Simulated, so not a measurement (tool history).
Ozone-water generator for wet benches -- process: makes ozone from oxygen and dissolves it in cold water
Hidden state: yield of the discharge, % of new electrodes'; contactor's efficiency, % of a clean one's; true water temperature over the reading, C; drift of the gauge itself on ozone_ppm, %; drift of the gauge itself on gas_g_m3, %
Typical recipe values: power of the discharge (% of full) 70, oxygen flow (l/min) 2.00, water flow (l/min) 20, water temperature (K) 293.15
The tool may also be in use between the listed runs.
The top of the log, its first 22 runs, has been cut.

| run | hour | power of the discharge (% of full) | oxygen flow (l/min) | water flow (l/min) | water temperature (K) | hours of work since the electrodes were changed | hours of work since the contactor was cleaned | hours of work since the thermometer was calibrated | dissolved ozone (ppm) | ozone in the gas ahead of the water (g/m3) |
|---|---|---|---|---|---|---|---|---|---|---|
| 23 | 3110.9 | 49 | 2.00 | 13 | 293.15 | 5762 | 791 | 773 | 16.4 | 182.0 |
| 24 | 3208.5 | 64 | 3.21 | 20 | 294.15 | 5835 | 863 | 845 | 13.5 | 168.3 |
| 25 | 3367.4 | 64 | 1.07 | 14 | 294.15 | 5953 | 981 | 963 | 15.5 | 296.5 |
| 26 | 3465.0 | 70 | 1.81 | 22 | 293.15 | 6025 | 1054 | 1036 | 11.4 | 242.8 |
| 27 | 3596.7 | 96 | 3.45 | 25 | 301.15 | 6123 | 1151 | 1133 | 12.9 | 207.7 |
| 28 | 3692.7 | 56 | 3.45 | 13 | 291.15 | 6194 | 1223 | 1205 | 18.7 | 150.4 |
| 29 | 3827.5 | 88 | 2.92 | 26 | 291.15 | 6294 | 1323 | 1305 | 12.7 | 216.1 |
| 30 | 3907.7 | 70 | 1.85 | 17 | 293.15 | 6353 | 1382 | 1364 | 15.3 | 234.7 |
| 31 | 4005.3 | 70 | 1.85 | 17 | 293.15 | 6426 | 1454 | 1437 | 15.5 | 237.3 |
| 32 | 4126.8 | 70 | 2.00 | 20 | 291.15 | 6516 | 1545 | 1527 | 13.4 | 230.5 |

Consider 4 possible next runs. They are alternatives, not a sequence: every one starts from the tool as it was left by run 32. What does each give?
| A | 4245.2 | 52 | 2.00 | 20 | 291.15 | 6604 | 1632 | 1614 | ? | ? |
| B | 4245.2 | 70 | 2.18 | 20 | 295.15 | 6604 | 1632 | 1614 | ? | ? |
| C | 4245.2 | 85 | 2.00 | 12 | 289.15 | 6604 | 1632 | 1614 | ? | ? |
| D | 4245.2 | 77 | 2.00 | 18 | 291.15 | 6604 | 1632 | 1614 | ? | ? |

| run | dissolved ozone (ppm) | ozone in the gas ahead of the water (g/m3) |
|---|---|---|
| A | 11.1 | 188.8 |
| B | 13.4 | 219.0 |
| C | 25.5 | 257.1 |
| D | 16.1 | 241.8 |
Stripped of hidden state, with their random variation kept, the same runs would have yielded:
| run | dissolved ozone (ppm) | ozone in the gas ahead of the water (g/m3) |
|---|---|---|
| A | 11.1 | 189.0 |
| B | 13.4 | 219.2 |
| C | 25.5 | 257.4 |
| D | 16.1 | 242.0 |

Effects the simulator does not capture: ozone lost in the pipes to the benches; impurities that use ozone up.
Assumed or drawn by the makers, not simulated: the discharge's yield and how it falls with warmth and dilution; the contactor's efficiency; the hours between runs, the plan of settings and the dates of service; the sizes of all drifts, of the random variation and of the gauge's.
